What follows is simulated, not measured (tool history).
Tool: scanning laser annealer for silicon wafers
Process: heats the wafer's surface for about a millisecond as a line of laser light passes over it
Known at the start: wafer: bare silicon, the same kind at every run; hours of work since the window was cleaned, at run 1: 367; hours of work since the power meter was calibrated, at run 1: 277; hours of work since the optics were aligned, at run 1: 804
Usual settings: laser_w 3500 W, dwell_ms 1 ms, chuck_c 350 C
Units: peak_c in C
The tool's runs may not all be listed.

| run | hour | laser_w | dwell_ms | chuck_c | hours of work since the window was cleaned | hours of work since the power meter was calibrated | hours of work since the optics were aligned | peak_c |
|---|---|---|---|---|---|---|---|---|
| 1 | 0 | 3500 | 1 | 350 | 367 | 277 | 804 | 1148 |
| 2 | 31.3 | 3500 | 1 | 367 | 382 | 292 | 819 | 1161 |
| 3 | 64.9 | 3500 | 1 | 367 | 398 | 308 | 836 | 1161 |
| 4 | 88.6 | 3500 | 1 | 376 | 410 | 320 | 847 | 1169 |
| 5 | 113.4 | 3500 | 1 | 350 | 422 | 332 | 859 | 1139 |
| 6 | 147.3 | 3500 | 1 | 350 | 438 | 348 | 876 | 1139 |
| 7 | 180.6 | 3500 | 1 | 350 | 454 | 364 | 892 | 1143 |
| 8 | 223.1 | 3500 | 1 | 350 | 475 | 385 | 912 | 1138 |
| 9 | 251.2 | 3500 | 1 | 350 | 489 | 399 | 926 | 1141 |
| 10 | 288 | 3500 | 1 | 350 | 507 | 417 | 944 | 1138 |
| 11 | 317.1 | 3500 | 1 | 350 | 521 | 431 | 958 | 1140 |
| 12 | 358.4 | 3500 | 1 | 350 | 541 | 451 | 978 | 1136 |
| 13 | 378.8 | 3500 | 1 | 350 | 551 | 461 | 988 | 1134 |
| 14 | 402.4 | 3500 | 1 | 350 | 562 | 472 | 1000 | 1137 |
| 15 | 430.4 | 3500 | 1 | 350 | 576 | 486 | 1013 | 1137 |
| 16 | 471.2 | 3500 | 1 | 350 | 596 | 506 | 1033 | 1134 |
| 17 | 493.9 | 3500 | 1 | 350 | 607 | 517 | 1044 | 1135 |
| 18 | 535 | 3500 | 1 | 350 | 627 | 537 | 1064 | 1134 |
| 19 | 555.1 | 3500 | 1 | 350 | 636 | 546 | 1074 | 1130 |
| 20 | 593.6 | 3500 | 1 | 350 | 655 | 565 | 1092 | 1134 |
| 21 | 636.1 | 3500 | 1 | 350 | 676 | 586 | 1113 | 1130 |
| 22 | 668.4 | 3633 | 1 | 385 | 691 | 601 | 1129 | 1199 |
| 23 | 695.5 | 3633 | 1 | 385 | 705 | 615 | 1142 | 1197 |
| 24 | 725.6 | 3633 | 1 | 385 | 719 | 629 | 1156 | 1198 |
| 25 | 755.5 | 3752 | 0.75 | 353 | 734 | 644 | 1171 | 1071 |
| 26 | 777.8 | 3752 | 0.75 | 353 | 745 | 655 | 1182 | 1067 |

The next listed run, before its measurement:
| 27 | 819.8 | 3827 | 1 | 350 | 765 | 675 | 1202 | ? |

Run 27 gave peak_c 1206 C.
Without the tool's hidden state the same run would have given peak_c 1244 C.

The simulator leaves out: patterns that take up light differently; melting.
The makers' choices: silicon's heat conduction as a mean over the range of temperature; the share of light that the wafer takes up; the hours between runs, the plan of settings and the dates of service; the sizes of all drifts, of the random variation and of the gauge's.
